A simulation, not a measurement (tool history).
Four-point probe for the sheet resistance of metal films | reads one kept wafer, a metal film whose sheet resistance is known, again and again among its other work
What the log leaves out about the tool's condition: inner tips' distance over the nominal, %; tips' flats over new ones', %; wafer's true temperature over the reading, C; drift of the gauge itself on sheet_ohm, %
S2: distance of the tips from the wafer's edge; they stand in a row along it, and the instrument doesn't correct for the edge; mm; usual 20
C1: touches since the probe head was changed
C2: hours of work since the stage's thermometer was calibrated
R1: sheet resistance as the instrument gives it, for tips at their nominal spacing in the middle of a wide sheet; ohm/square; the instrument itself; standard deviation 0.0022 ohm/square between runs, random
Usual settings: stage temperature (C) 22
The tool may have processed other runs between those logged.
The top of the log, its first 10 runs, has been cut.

{"run": 11, "hour": 155.9, "stage temperature (C)": 22, "S2": 20, "C1": 8207, "C2": 1493, "R1": 10.992872}
{"run": 12, "hour": 167.9, "stage temperature (C)": 22, "S2": 20, "C1": 8339, "C2": 1498, "R1": 10.995505}
{"run": 13, "hour": 182.1, "stage temperature (C)": 22, "S2": 20, "C1": 8497, "C2": 1505, "R1": 10.990409}
{"run": 14, "hour": 202.4, "stage temperature (C)": 22, "S2": 6, "C1": 8722, "C2": 1514, "R1": 11.058005}
{"run": 15, "hour": 221.1, "stage temperature (C)": 22, "S2": 6, "C1": 8930, "C2": 1522, "R1": 11.057128}
{"run": 16, "hour": 230.9, "stage temperature (C)": 22, "S2": 20, "C1": 9037, "C2": 1527, "R1": 10.99251}
{"run": 17, "hour": 242.2, "stage temperature (C)": 22, "S2": 20, "C1": 9163, "C2": 1532, "R1": 10.992625}
{"run": 18, "hour": 266.0, "stage temperature (C)": 27, "S2": 20, "C1": 9427, "C2": 1543, "R1": 10.98304}
{"run": 19, "hour": 282.2, "stage temperature (C)": 27, "S2": 20, "C1": 9607, "C2": 1550, "R1": 10.985705}
{"run": 20, "hour": 296.3, "stage temperature (C)": 27, "S2": 20, "C1": 9764, "C2": 1556, "R1": 10.981827}
{"run": 21, "hour": 311.1, "stage temperature (C)": 27, "S2": 20, "C1": 9927, "C2": 1563, "R1": 10.984385}
{"run": 22, "hour": 324.8, "stage temperature (C)": 31, "S2": 20, "C1": 10079, "C2": 1569, "R1": 10.974443}
{"run": 23, "hour": 347.2, "stage temperature (C)": 31, "S2": 20, "C1": 10328, "C2": 1579, "R1": 10.976672}
{"run": 24, "hour": 359.9, "stage temperature (C)": 31, "S2": 20, "C1": 10468, "C2": 1585, "R1": 10.97727}
{"run": 25, "hour": 372.5, "stage temperature (C)": 28, "S2": 69, "C1": 10608, "C2": 1591, "R1": 10.973407}

Run 26 comes next. What will it give?
{"run": 26, "hour": 392.9, "stage temperature (C)": 28, "S2": 69, "C1": 10835, "C2": 1600, "R1": "?"}

R1: 10.976346 ohm/square
Without the tool's hidden state the same run would have given R1 11.036092 ohm/square.
